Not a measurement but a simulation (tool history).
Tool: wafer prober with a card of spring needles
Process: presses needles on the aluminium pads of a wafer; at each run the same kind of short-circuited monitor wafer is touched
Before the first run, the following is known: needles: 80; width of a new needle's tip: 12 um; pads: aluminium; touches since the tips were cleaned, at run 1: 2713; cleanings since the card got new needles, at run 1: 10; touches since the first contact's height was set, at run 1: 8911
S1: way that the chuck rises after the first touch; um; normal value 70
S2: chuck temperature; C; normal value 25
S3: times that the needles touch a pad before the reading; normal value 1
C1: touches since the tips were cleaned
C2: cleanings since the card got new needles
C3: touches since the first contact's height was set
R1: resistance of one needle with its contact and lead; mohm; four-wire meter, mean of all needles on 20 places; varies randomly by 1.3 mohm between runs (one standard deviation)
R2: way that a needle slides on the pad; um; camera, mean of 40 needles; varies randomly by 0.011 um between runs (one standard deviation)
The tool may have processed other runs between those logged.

Run 1, hour 0.0: usual settings; C1 2713; C2 10; C3 8911. Result: R1 119 mohm, R2 12.17 um.
Run 2, hour 15.2: usual settings; C1 5415; C2 10; C3 11613. Result: R1 126 mohm, R2 12.17 um.
Run 3, hour 30.3: usual settings but S3 2; C1 8106; C2 10; C3 14304. Result: R1 117 mohm, R2 12.16 um.
At hour 31.8: tips cleaned on abrasive film.
Run 4, hour 41.3: usual settings but S3 2; C1 1700; C2 11; C3 16239. Result: R1 110 mohm, R2 12.15 um.
Run 5, hour 57.0: usual settings but S3 2; C1 4493; C2 11; C3 19032. Result: R1 115 mohm, R2 12.16 um.
Run 6, hour 68.6: usual settings but S3 2; C1 6547; C2 11; C3 21086. Result: R1 116 mohm, R2 12.18 um.
At hour 79.3: tips cleaned on abrasive film.
Run 7, hour 80.9: usual settings; C1 285; C2 12; C3 23262. Result: R1 108 mohm, R2 12.12 um.
Run 8, hour 96.7: usual settings; C1 3099; C2 12; C3 26076. Result: R1 121 mohm, R2 12.14 um.
At hour 97.9: height of the first contact set anew.
Run 9, hour 106.1: usual settings but S1 74 um, S3 2; C1 4707; C2 12; C3 1456. Result: R1 117 mohm, R2 12.79 um.
Run 10, hour 116.0: usual settings but S1 55 um, S3 2; C1 6481; C2 12; C3 3230. Result: R1 127 mohm, R2 9.49 um.
At hour 126.2: tips cleaned on abrasive film.
Run 11, hour 131.9: usual settings but S1 61 um, S2 44 C; C1 1019; C2 13; C3 6035. Result: R1 118 mohm, R2 10.53 um.
Run 12, hour 147.0: usual settings but S1 85 um, S2 86 C; C1 3709; C2 13; C3 8725. Result: R1 127 mohm, R2 14.70 um.
Run 13, hour 156.1: usual settings but S1 85 um, S2 28 C, S3 2; C1 5313; C2 13; C3 10329. Result: R1 113 mohm, R2 14.70 um.
Run 14, hour 169.0: usual settings but S1 56 um, S2 75 C, S3 3; C1 7609; C2 13; C3 12625. Result: R1 124 mohm, R2 9.64 um.
At hour 174.0: tips cleaned on abrasive film.
Run 15, hour 180.0: usual settings but S1 59 um, S2 39 C, S3 2; C1 1064; C2 14; C3 14567. Result: R1 112 mohm, R2 10.18 um.

For some of the steps in R1 from one run to the next: how much would appear even if the tool had no hidden state, given the settings, what came in and random variation, and how much remains for the hidden state plus any gauge scatter that the measured result and the result without hidden state don't share?
What the log doesn't record here: debris on the tips, nm; way that the needles fall short of the set height, um; tips' diameter, um; drift of the gauge itself on contact_mohm, %; drift of the gauge itself on scrub_um, %.
Run 7 -> 8: settings left as they were, no log entry in between. R1 +13 mohm: hidden state +13, all else +0.
Run 12 -> 13: S2 86 -> 28, S3 1 -> 2. R1 -14 mohm: hidden state -5, all else -9.
